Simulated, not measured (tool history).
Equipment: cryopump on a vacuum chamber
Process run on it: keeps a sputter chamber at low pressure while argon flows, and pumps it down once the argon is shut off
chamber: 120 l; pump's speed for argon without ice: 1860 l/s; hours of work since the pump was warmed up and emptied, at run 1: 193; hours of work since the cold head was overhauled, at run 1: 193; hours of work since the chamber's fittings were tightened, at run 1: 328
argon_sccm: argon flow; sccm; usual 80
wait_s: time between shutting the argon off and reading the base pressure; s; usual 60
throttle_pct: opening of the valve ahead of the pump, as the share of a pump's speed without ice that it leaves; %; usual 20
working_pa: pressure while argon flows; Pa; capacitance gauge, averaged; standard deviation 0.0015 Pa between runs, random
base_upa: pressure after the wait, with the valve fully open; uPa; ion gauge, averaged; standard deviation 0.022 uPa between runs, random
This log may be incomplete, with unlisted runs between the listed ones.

run,hour,argon_sccm,wait_s,throttle_pct,hours of work since the pump was warmed up and emptied,hours of work since the cold head was overhauled,hours of work since the chamber's fittings were tightened,working_pa,base_upa
1,0.0,80,60,20,193,193,328,0.3677,0.80
2,10.8,80,60,20,198,198,333,0.3706,0.80
3,20.8,80,60,20,202,202,337,0.3718,0.77
4,28.8,80,60,20,206,206,341,0.3736,0.78
5,38.1,80,60,20,210,210,345,0.3732,0.82
6,46.7,80,81,20,214,214,348,0.3717,0.68
7,57.5,80,60,51,218,218,353,0.1519,0.81
8,71.5,84,60,20,224,224,359,0.3963,0.78
9,87.6,80,60,20,231,231,366,0.3774,0.81
10,103.5,89,60,20,238,238,373,0.4168,0.77
11,114.8,89,60,20,243,243,378,0.4173,0.84
12,122.2,45,145,43,246,246,381,0.1028,0.56
13,134.3,80,220,20,251,251,386,0.3731,0.44
14,148.2,80,220,20,257,257,392,0.3784,0.47
15,157.7,34,289,59,261,261,396,0.0577,0.44
16,173.8,138,60,20,268,268,403,0.6482,0.79
17,185.7,138,60,20,273,273,408,0.6443,0.84
18,200.2,138,60,34,280,280,414,0.3911,0.84
19,212.7,80,60,17,285,285,420,0.4403,0.83

4 options for the next run, each taken on its own from the tool as it stands now. Forecast them:
A,224.5,80,60,27,290,290,425,?,?
B,224.5,80,145,20,290,290,425,?,?
C,224.5,77,50,17,290,290,425,?,?
D,224.5,80,77,45,290,290,425,?,?

run,working_pa,base_upa
A,0.2856,0.91
B,0.3765,0.53
C,0.4223,0.98
D,0.1758,0.70
Without the tool's unlogged condition, the same runs would have read:
run,working_pa,base_upa
A,0.2724,0.72
B,0.3634,0.34
C,0.4096,0.79
D,0.1625,0.52
